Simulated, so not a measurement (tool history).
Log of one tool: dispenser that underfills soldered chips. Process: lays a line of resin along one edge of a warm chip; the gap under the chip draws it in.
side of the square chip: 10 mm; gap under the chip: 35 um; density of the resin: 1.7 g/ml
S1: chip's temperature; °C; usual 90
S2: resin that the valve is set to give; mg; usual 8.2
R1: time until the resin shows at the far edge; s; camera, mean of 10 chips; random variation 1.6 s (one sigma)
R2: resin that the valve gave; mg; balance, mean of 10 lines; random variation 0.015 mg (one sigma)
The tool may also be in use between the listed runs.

{"run": 1, "hour": 0.0, "S1": 90, "S2": 8.2, "R1": 254.4, "R2": 8.04}
{"hour": 1.7, "done": "new syringe of resin"}
{"run": 2, "hour": 7.4, "S1": 88, "S2": 8.2, "R1": 209.9, "R2": 8.03}
{"run": 3, "hour": 12.3, "S1": 88, "S2": 7.61, "R1": 260.3, "R2": 7.43}
{"hour": 15.4, "done": "dispensing valve cleaned and set on the balance"}
{"hour": 17.2, "done": "new syringe of resin"}
{"run": 4, "hour": 21.6, "S1": 88, "S2": 7.61, "R1": 203.8, "R2": 7.59}
{"run": 5, "hour": 29.5, "S1": 88, "S2": 7.61, "R1": 280.6, "R2": 7.56}
{"hour": 32.2, "done": "new syringe of resin"}
{"run": 6, "hour": 35.3, "S1": 90, "S2": 9.8, "R1": 170.2, "R2": 9.73}
{"run": 7, "hour": 44.4, "S1": 90, "S2": 9.37, "R1": 244.6, "R2": 9.23}
{"hour": 47.0, "done": "new syringe of resin"}
{"run": 8, "hour": 52.9, "S1": 90, "S2": 9.37, "R1": 197.4, "R2": 9.23}
{"run": 9, "hour": 58.6, "S1": 82, "S2": 8.2, "R1": 328, "R2": 8.02}
{"hour": 62.1, "done": "new syringe of resin"}
{"run": 10, "hour": 65.0, "S1": 82, "S2": 8.2, "R1": 237.1, "R2": 8.03}
{"run": 11, "hour": 70.3, "S1": 90, "S2": 8.2, "R1": 220.8, "R2": 7.99}
{"run": 12, "hour": 74.9, "S1": 88, "S2": 8.2, "R1": 277.1, "R2": 7.99}
{"hour": 77.2, "done": "new syringe of resin"}
{"hour": 79.9, "done": "dispensing valve cleaned and set on the balance"}
{"run": 13, "hour": 80.2, "S1": 88, "S2": 8.2, "R1": 184.3, "R2": 8.21}
{"run": 14, "hour": 85.6, "S1": 104, "S2": 9.81, "R1": 128, "R2": 9.76}
{"hour": 92.8, "done": "new syringe of resin"}
{"run": 15, "hour": 95.1, "S1": 90, "S2": 7.27, "R1": 177.2, "R2": 7.2}
{"run": 16, "hour": 102.2, "S1": 98, "S2": 8.2, "R1": 174.6, "R2": 8.11}
{"hour": 107.5, "done": "new syringe of resin"}
{"run": 17, "hour": 110.9, "S1": 78, "S2": 9.22, "R1": 264.4, "R2": 9.09}
{"run": 18, "hour": 116.6, "S1": 95, "S2": 9.11, "R1": 183.3, "R2": 8.93}
{"hour": 122.0, "done": "new syringe of resin"}
{"run": 19, "hour": 122.2, "S1": 95, "S2": 9.11, "R1": 130.9, "R2": 8.93}
{"run": 20, "hour": 129.5, "S1": 95, "S2": 9.11, "R1": 169.9, "R2": 8.95}
{"hour": 136.9, "done": "new syringe of resin"}
{"run": 21, "hour": 137.1, "S1": 100, "S2": 7.02, "R1": 119.7, "R2": 6.86}
{"hour": 143.9, "done": "dispensing valve cleaned and set on the balance"}
{"run": 22, "hour": 144.1, "S1": 100, "S2": 7.02, "R1": 149.4, "R2": 7.01}
{"run": 23, "hour": 150.1, "S1": 93, "S2": 7.17, "R1": 232.9, "R2": 7.12}
{"hour": 152.8, "done": "new syringe of resin"}
{"run": 24, "hour": 159.7, "S1": 93, "S2": 7.17, "R1": 190.9, "R2": 7.1}

3 ways to go on from here, each from the tool as it stands after run 24. What would each give?
{"run": "A", "hour": 166.5, "S1": 99, "S2": 7.17, "R1": "?", "R2": "?"}
{"run": "B", "hour": 166.5, "S1": 90, "S2": 8.09, "R1": "?", "R2": "?"}
{"run": "C", "hour": 166.5, "S1": 97, "S2": 8.34, "R1": "?", "R2": "?"}

run=A R1=203.5 R2=7.06
run=B R1=255.9 R2=8
run=C R1=203.4 R2=8.25
Without the tool's hidden state the same runs would have given:
run=A R1=125.5 R2=7.15
run=B R1=158.5 R2=8.1
run=C R1=125.6 R2=8.35

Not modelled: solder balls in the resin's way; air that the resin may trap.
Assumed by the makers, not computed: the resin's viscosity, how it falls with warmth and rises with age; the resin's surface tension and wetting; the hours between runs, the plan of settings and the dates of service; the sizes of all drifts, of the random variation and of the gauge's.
